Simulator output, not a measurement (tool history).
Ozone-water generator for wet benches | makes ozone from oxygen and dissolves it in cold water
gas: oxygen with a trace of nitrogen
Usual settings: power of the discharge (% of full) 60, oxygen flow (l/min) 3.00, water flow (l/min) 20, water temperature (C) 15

run,hour,power of the discharge (% of full),oxygen flow (l/min),water flow (l/min),water temperature (C),dissolved ozone (ppm),ozone in the gas ahead of the water (g/m3)
1,0.0,60,3.00,20,15,13.5,171.6
2,41.4,74,3.00,20,15,16.3,205.0
3,70.4,74,3.00,20,15,16.4,204.2
4,102.1,74,3.00,20,15,16.1,203.9
5,128.5,74,3.00,20,15,16.3,201.9
6,152.5,60,3.00,30,15,8.7,170.7
7,181.3,60,3.00,30,15,8.5,170.6
8,229.2,60,3.00,30,15,8.6,171.4
9,271.7,60,3.00,30,15,8.5,169.5
10,315.5,77,3.00,20,15,16.5,208.8
11,362.4,77,3.00,20,15,16.4,211.1
12,389.2,77,3.00,20,15,16.7,210.6
13,415.1,77,3.00,20,15,16.4,209.1
14,437.1,94,3.00,20,15,20.0,246.7
15,485.6,57,3.00,20,15,12.8,163.4
16,520.0,57,3.00,20,15,12.9,161.1
17,543.0,57,5.28,20,15,12.6,109.7
18,591.2,89,4.94,20,22,16.6,166.3
19,631.7,60,3.00,20,19,13.2,168.2
20,658.9,60,3.00,20,19,13.0,168.0
21,702.7,60,3.00,20,19,13.1,170.0
22,733.5,60,3.00,20,19,13.0,167.6
23,761.0,48,3.00,20,19,10.9,142.1
24,784.7,48,3.00,24,19,8.8,140.8
25,820.3,48,3.00,14,13,16.2,141.7
26,863.4,72,2.11,25,15,11.6,251.0
27,899.9,60,3.57,20,15,13.4,149.7
28,949.5,60,3.57,20,15,13.3,147.7
29,996.8,77,1.89,24,19,12.3,281.4
30,1025.0,46,3.00,20,15,10.9,136.4
31,1046.5,65,3.86,12,15,22.0,150.1
32,1090.3,65,3.86,12,15,22.0,150.1

3 ways to go on from here, each from the tool as it stands after run 32. What would each give?
# hour 1120.7: water thermometer calibrated
A,1129.9,48,3.86,12,19,?,?
# hour 1120.7: water thermometer calibrated
B,1129.9,60,1.97,13,15,?,?
# hour 1120.7: water thermometer calibrated
C,1129.9,65,3.86,28,15,?,?

run,dissolved ozone (ppm),ozone in the gas ahead of the water (g/m3)
A,16.2,117.3
B,20.4,223.0
C,9.9,149.8
Without the tool's hidden state the same runs would have given:
run,dissolved ozone (ppm),ozone in the gas ahead of the water (g/m3)
A,16.9,120.3
B,21.4,230.3
C,10.6,155.1
